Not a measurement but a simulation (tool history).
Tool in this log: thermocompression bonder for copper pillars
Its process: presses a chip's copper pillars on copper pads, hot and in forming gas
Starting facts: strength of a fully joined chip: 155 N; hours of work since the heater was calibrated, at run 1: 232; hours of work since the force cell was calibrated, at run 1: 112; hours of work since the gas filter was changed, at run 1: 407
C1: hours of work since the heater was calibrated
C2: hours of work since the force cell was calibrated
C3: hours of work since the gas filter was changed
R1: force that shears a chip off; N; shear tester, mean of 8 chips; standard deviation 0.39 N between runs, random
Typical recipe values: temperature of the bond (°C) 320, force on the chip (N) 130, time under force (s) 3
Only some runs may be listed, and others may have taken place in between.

Run 1, hour 0: usual settings; C1 232; C2 112; C3 407. Result: R1 49.2 N.
Run 2, hour 7.6: usual settings but force on the chip (N) 189; C1 237; C2 117; C3 412. Result: R1 59 N.
Run 3, hour 15.7: usual settings but force on the chip (N) 189; C1 242; C2 123; C3 417. Result: R1 58.4 N.
Run 4, hour 23: usual settings; C1 247; C2 127; C3 422. Result: R1 49.7 N.
Run 5, hour 29.9: usual settings; C1 252; C2 132; C3 427. Result: R1 49.2 N.
Run 6, hour 34.1: usual settings; C1 254; C2 134; C3 429. Result: R1 49.6 N.
Run 7, hour 39.5: usual settings; C1 258; C2 138; C3 433. Result: R1 48.7 N.
At hour 40.5: forming gas filter changed.
Run 8, hour 45.5: usual settings; C1 261; C2 142; C3 3. Result: R1 53.8 N.
Run 9, hour 55.6: usual settings; C1 268; C2 148; C3 10. Result: R1 53.5 N.
Run 10, hour 61.6: usual settings; C1 272; C2 152; C3 14. Result: R1 53.6 N.
Run 11, hour 72: usual settings; C1 279; C2 159; C3 21. Result: R1 54 N.
Run 12, hour 78.1: usual settings; C1 283; C2 163; C3 25. Result: R1 54 N.
Run 13, hour 83.9: usual settings; C1 286; C2 167; C3 28. Result: R1 53 N.
Run 14, hour 88.9: usual settings; C1 290; C2 170; C3 32. Result: R1 53.3 N.
Run 15, hour 96.6: usual settings; C1 295; C2 175; C3 37. Result: R1 53.6 N.
Run 16, hour 103.5: usual settings; C1 299; C2 179; C3 41. Result: R1 53.3 N.
Run 17, hour 109.8: usual settings; C1 303; C2 183; C3 45. Result: R1 53.6 N.
Run 18, hour 114.4: usual settings; C1 306; C2 186; C3 48. Result: R1 53.4 N.
Run 19, hour 123.3: usual settings; C1 312; C2 192; C3 54. Result: R1 53.8 N.
At hour 125.7: force cell calibrated.
Run 20, hour 130.8: usual settings but force on the chip (N) 79; C1 316; C2 3; C3 58. Result: R1 41.9 N.
Run 21, hour 135.2: usual settings but force on the chip (N) 79; C1 319; C2 6; C3 61. Result: R1 41.7 N.
Run 22, hour 141.1: usual settings but temperature of the bond (°C) 343, time under force (s) 4; C1 323; C2 10; C3 65. Result: R1 74.9 N.
Run 23, hour 148.9: usual settings but temperature of the bond (°C) 332, force on the chip (N) 103, time under force (s) 2; C1 328; C2 15; C3 70. Result: R1 45.8 N.
Run 24, hour 153.4: usual settings but temperature of the bond (°C) 336, force on the chip (N) 123, time under force (s) 9; C1 331; C2 18; C3 73. Result: R1 90.5 N.
Run 25, hour 162.7: usual settings but temperature of the bond (°C) 337, force on the chip (N) 148; C1 337; C2 24; C3 79. Result: R1 67.4 N.
Run 26, hour 171.2: usual settings but temperature of the bond (°C) 303, force on the chip (N) 91, time under force (s) 5; C1 342; C2 30; C3 84. Result: R1 45.8 N.
At hour 178.4: force cell calibrated, once more.
Run 27, hour 179.4: usual settings but temperature of the bond (°C) 338, force on the chip (N) 181, time under force (s) 5; C1 347; C2 1; C3 89. Result: R1 87.6 N.
Run 28, hour 188.4: usual settings but temperature of the bond (°C) 309, force on the chip (N) 103, time under force (s) 2; C1 353; C2 7; C3 94. Result: R1 34.6 N.
Run 29, hour 198.2: usual settings but force on the chip (N) 89; C1 359; C2 13; C3 101. Result: R1 43.6 N.
Run 30, hour 205.6: usual settings but force on the chip (N) 89; C1 364; C2 18; C3 106. Result: R1 43.4 N.
Run 31, hour 213.5: usual settings but temperature of the bond (°C) 345, force on the chip (N) 108, time under force (s) 4; C1 369; C2 23; C3 111. Result: R1 67.7 N.
Run 32, hour 218.6: usual settings but temperature of the bond (°C) 345, force on the chip (N) 108, time under force (s) 4; C1 372; C2 26; C3 114. Result: R1 69.2 N.
Run 33, hour 224.6: usual settings but force on the chip (N) 98, time under force (s) 2; C1 376; C2 30; C3 118. Result: R1 37.6 N.
Run 34, hour 231.1: usual settings but force on the chip (N) 98, time under force (s) 2; C1 380; C2 34; C3 122. Result: R1 38.3 N.
Run 35, hour 236.3: usual settings but temperature of the bond (°C) 349, force on the chip (N) 83, time under force (s) 5; C1 384; C2 38; C3 126. Result: R1 68.4 N.
Run 36, hour 244.1: usual settings but temperature of the bond (°C) 349, force on the chip (N) 83, time under force (s) 5; C1 389; C2 43; C3 131. Result: R1 67.9 N.
Run 37, hour 249.7: usual settings but temperature of the bond (°C) 310, force on the chip (N) 142; C1 392; C2 46; C3 134. Result: R1 48.7 N.
Run 38, hour 258.6: usual settings but temperature of the bond (°C) 310, force on the chip (N) 142; C1 398; C2 52; C3 140. Result: R1 48.2 N.
Run 39, hour 264.1: usual settings but temperature of the bond (°C) 310, force on the chip (N) 142; C1 402; C2 56; C3 144. Result: R1 48.1 N.
Run 40, hour 269.6: usual settings but force on the chip (N) 80, time under force (s) 5; C1 405; C2 59; C3 147. Result: R1 50.6 N.
Run 41, hour 273.9: usual settings but force on the chip (N) 80, time under force (s) 5; C1 408; C2 62; C3 150. Result: R1 50.3 N.

What would each run have given without the hidden state, its run-to-run variation left as it was?
Hidden conditions of the tool in this case: true temperature of the bond over the reading, C; force that reaches the chip, % of what is set; oxide that the forming gas leaves, % of the face; drift of the gauge itself on shear_n, %.
run    R1
  1    55
  2  65.9
  3  65.5
  4  55.8
  5  55.3
  6  55.8
  7  54.9
  8    55
  9  54.8
 10    55
 11  55.5
 12  55.5
 13  54.5
 14  54.9
 15  55.3
 16    55
 17  55.4
 18  55.3
 19  55.7
 20  43.3
 21  43.1
 22  77.2
 23  47.4
 24  93.3
 25  69.8
 26  47.7
 27  91.3
 28  36.6
 29    46
 30  45.8
 31  71.2
 32  72.8
 33  39.9
 34  40.7
 35  72.1
 36  71.7
 37  51.9
 38  51.4
 39  51.3
 40  53.9
 41  53.7
